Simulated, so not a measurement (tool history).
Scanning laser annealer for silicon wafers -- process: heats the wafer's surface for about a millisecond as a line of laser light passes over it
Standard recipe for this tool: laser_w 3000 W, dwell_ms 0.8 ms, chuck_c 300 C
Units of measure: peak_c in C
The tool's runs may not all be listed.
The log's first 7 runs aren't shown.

run	day	laser_w	dwell_ms	chuck_c	hours of work since the window was cleaned	hours of work since the power meter was calibrated	hours of work since the optics were aligned	peak_c
8	9.575	3026	0.8	309	269	1279	234	1053
9	10.667	3026	0.8	309	286	1296	251	1056
10	12.038	3026	0.8	309	307	1317	272	1053
11	13.438	3026	0.8	275	329	1339	294	1018
12	14.954	3000	0.661	300	352	1362	317	959
13	16.062	3000	0.661	300	370	1379	335	958
14	17.283	3217	0.8	300	388	1398	354	1089
15	19.367	3217	0.8	300	421	1431	386	1089
16	20.992	3217	0.8	300	446	1456	411	1087
17	22.396	3000	0.8	293	468	1478	433	1023
18	23.808	3000	0.8	293	490	1499	455	1020
19	25.979	3000	0.8	293	523	1533	488	1019
20	27.283	3000	0.8	300	543	1553	509	1027
21	28.258	2591	0.684	281	559	1568	524	845
22	29.421	3088	0.813	262	577	1587	542	1011
23	31.383	3088	0.813	262	607	1617	572	1013
24	33.025	3088	0.813	316	633	1642	598	1067
25	35.208	3088	0.813	316	666	1676	632	1065
26	36.242	2932	0.984	286	682	1692	648	1072
27	38.092	2932	0.984	286	711	1721	676	1071
28	39.9	2691	0.96	300	739	1749	704	1005

For run 29, what comes out?
29	41.933	2718	0.8	300	771	1781	736	?

{"run 29": {"peak_c": 940}}
Had the tool carried no hidden state, the very same run would have given peak_c 979 C.
